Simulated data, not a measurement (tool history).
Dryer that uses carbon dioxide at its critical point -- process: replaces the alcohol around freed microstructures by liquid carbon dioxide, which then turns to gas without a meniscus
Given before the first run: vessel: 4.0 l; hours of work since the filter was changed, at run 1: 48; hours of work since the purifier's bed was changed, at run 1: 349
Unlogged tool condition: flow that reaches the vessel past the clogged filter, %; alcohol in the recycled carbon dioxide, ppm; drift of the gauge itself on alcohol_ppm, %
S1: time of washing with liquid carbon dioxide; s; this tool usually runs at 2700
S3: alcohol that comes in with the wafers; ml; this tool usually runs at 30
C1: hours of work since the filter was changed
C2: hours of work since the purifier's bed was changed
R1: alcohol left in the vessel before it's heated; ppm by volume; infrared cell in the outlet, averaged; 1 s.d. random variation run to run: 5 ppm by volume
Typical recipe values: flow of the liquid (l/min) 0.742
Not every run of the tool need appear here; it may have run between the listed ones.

run 1 hour=0.0 | S1=2700 flow_of_the_liquid_(l/min)=0.742 S3=30 | C1=48 C2=349 | R1=90
run 2 hour=7.7 | S1=2700 flow_of_the_liquid_(l/min)=0.742 S3=30 | C1=53 C2=354 | R1=79
run 3 hour=16.3 | S1=2700 flow_of_the_liquid_(l/min)=0.669 S3=30 | C1=59 C2=359 | R1=104
run 4 hour=29.7 | S1=2700 flow_of_the_liquid_(l/min)=0.713 S3=30 | C1=68 C2=369 | R1=99
run 5 hour=38.2 | S1=2700 flow_of_the_liquid_(l/min)=0.742 S3=30 | C1=74 C2=374 | R1=91
run 6 hour=52.9 | S1=2700 flow_of_the_liquid_(l/min)=0.742 S3=30 | C1=84 C2=384 | R1=93
run 7 hour=68.0 | S1=3180 flow_of_the_liquid_(l/min)=0.742 S3=30 | C1=94 C2=394 | R1=80
run 8 hour=75.8 | S1=3180 flow_of_the_liquid_(l/min)=0.742 S3=30 | C1=99 C2=400 | R1=79
run 9 hour=85.3 | S1=3180 flow_of_the_liquid_(l/min)=0.742 S3=30 | C1=106 C2=406 | R1=86
run 10 hour=95.3 | S1=3180 flow_of_the_liquid_(l/min)=0.742 S3=30 | C1=112 C2=413 | R1=97
run 11 hour=112.3 | S1=2700 flow_of_the_liquid_(l/min)=0.834 S3=30 | C1=124 C2=424 | R1=104
run 12 hour=123.0 | S1=2700 flow_of_the_liquid_(l/min)=0.834 S3=30 | C1=131 C2=431 | R1=97
run 13 hour=130.6 | S1=2700 flow_of_the_liquid_(l/min)=0.834 S3=30 | C1=136 C2=437 | R1=95
run 14 hour=139.1 | S1=2700 flow_of_the_liquid_(l/min)=0.742 S3=28 | C1=142 C2=442 | R1=102
run 15 hour=155.0 | S1=2700 flow_of_the_liquid_(l/min)=0.742 S3=28 | C1=153 C2=453 | R1=101
run 16 hour=165.1 | S1=2700 flow_of_the_liquid_(l/min)=1.020 S3=30 | C1=159 C2=460 | R1=101
run 17 hour=180.8 | S1=2700 flow_of_the_liquid_(l/min)=1.020 S3=30 | C1=170 C2=471 | R1=93
run 18 hour=197.0 | S1=2700 flow_of_the_liquid_(l/min)=0.742 S3=30 | C1=181 C2=481 | R1=115
run 19 hour=213.0 | S1=2700 flow_of_the_liquid_(l/min)=0.742 S3=30 | C1=192 C2=492 | R1=118
run 20 hour=220.6 | S1=2700 flow_of_the_liquid_(l/min)=0.742 S3=30 | C1=197 C2=497 | R1=110
run 21 hour=234.0 | S1=2700 flow_of_the_liquid_(l/min)=0.742 S3=25 | C1=206 C2=506 | R1=121
run 22 hour=244.0 | S1=2700 flow_of_the_liquid_(l/min)=0.742 S3=25 | C1=213 C2=513 | R1=116
run 23 hour=260.7 | S1=2700 flow_of_the_liquid_(l/min)=0.742 S3=25 | C1=224 C2=524 | R1=128
run 24 hour=269.7 | S1=2700 flow_of_the_liquid_(l/min)=0.742 S3=30 | C1=230 C2=531 | R1=123
run 25 hour=286.2 | S1=2460 flow_of_the_liquid_(l/min)=0.642 S3=31 | C1=241 C2=542 | R1=179
run 26 hour=303.7 | S1=4260 flow_of_the_liquid_(l/min)=0.577 S3=77 | C1=253 C2=553 | R1=126
run 27 hour=316.3 | S1=2700 flow_of_the_liquid_(l/min)=0.744 S3=30 | C1=261 C2=562 | R1=134
run 28 hour=328.0 | S1=2700 flow_of_the_liquid_(l/min)=0.744 S3=30 | C1=269 C2=570 | R1=127
run 29 hour=335.7 | S1=2700 flow_of_the_liquid_(l/min)=0.625 S3=88 | C1=275 C2=575 | R1=261
run 30 hour=343.6 | S1=2700 flow_of_the_liquid_(l/min)=0.800 S3=30 | C1=280 C2=580 | R1=131
run 31 hour=358.3 | S1=2700 flow_of_the_liquid_(l/min)=0.800 S3=30 | C1=290 C2=590 | R1=137
run 32 hour=368.5 | S1=2700 flow_of_the_liquid_(l/min)=0.800 S3=30 | C1=297 C2=597 | R1=127
run 33 hour=382.5 | S1=2700 flow_of_the_liquid_(l/min)=0.515 S3=30 | C1=306 C2=607 | R1=242
run 34 hour=400.0 | S1=3600 flow_of_the_liquid_(l/min)=0.515 S3=77 | C1=318 C2=618 | R1=203
run 35 hour=409.3 | S1=1680 flow_of_the_liquid_(l/min)=0.792 S3=120 | C1=324 C2=625 | R1=714
run 36 hour=419.1 | S1=1680 flow_of_the_liquid_(l/min)=0.792 S3=120 | C1=331 C2=631 | R1=718
run 37 hour=432.8 | S1=3780 flow_of_the_liquid_(l/min)=0.792 S3=20 | C1=340 C2=641 | R1=135
run 38 hour=447.3 | S1=3780 flow_of_the_liquid_(l/min)=0.792 S3=20 | C1=350 C2=650 | R1=129
run 39 hour=459.2 | S1=3780 flow_of_the_liquid_(l/min)=0.792 S3=20 | C1=358 C2=658 | R1=136
run 40 hour=471.7 | S1=3780 flow_of_the_liquid_(l/min)=0.792 S3=20 | C1=366 C2=667 | R1=132
run 41 hour=488.1 | S1=2400 flow_of_the_liquid_(l/min)=0.972 S3=30 | C1=377 C2=678 | R1=147
run 42 hour=498.7 | S1=2400 flow_of_the_liquid_(l/min)=0.972 S3=30 | C1=385 C2=685 | R1=150
run 43 hour=515.3 | S1=1680 flow_of_the_liquid_(l/min)=0.972 S3=42 | C1=396 C2=696 | R1=230
run 44 hour=524.9 | S1=1680 flow_of_the_liquid_(l/min)=0.972 S3=42 | C1=402 C2=703 | R1=236
run 45 hour=542.1 | S1=3120 flow_of_the_liquid_(l/min)=0.940 S3=45 | C1=414 C2=714 | R1=151
run 46 hour=552.9 | S1=3120 flow_of_the_liquid_(l/min)=0.940 S3=45 | C1=421 C2=722 | R1=146
run 47 hour=568.6 | S1=3120 flow_of_the_liquid_(l/min)=0.518 S3=51 | C1=432 C2=732 | R1=255

Branching from run 47: 3 alternative next runs. What would each branch give?
run A hour=576.2 | S1=1800 flow_of_the_liquid_(l/min)=0.518 S3=20 | C1=437 C2=737 | R1=?
run B hour=576.2 | S1=2700 flow_of_the_liquid_(l/min)=1.025 S3=30 | C1=437 C2=737 | R1=?
run C hour=576.2 | S1=3120 flow_of_the_liquid_(l/min)=1.147 S3=29 | C1=437 C2=737 | R1=?

run=A R1=451
run=B R1=148
run=C R1=152
Take away the tool's hidden state, keep each run's random variation, and the runs would have read:
run=A R1=273
run=B R1=5
run=C R1=8
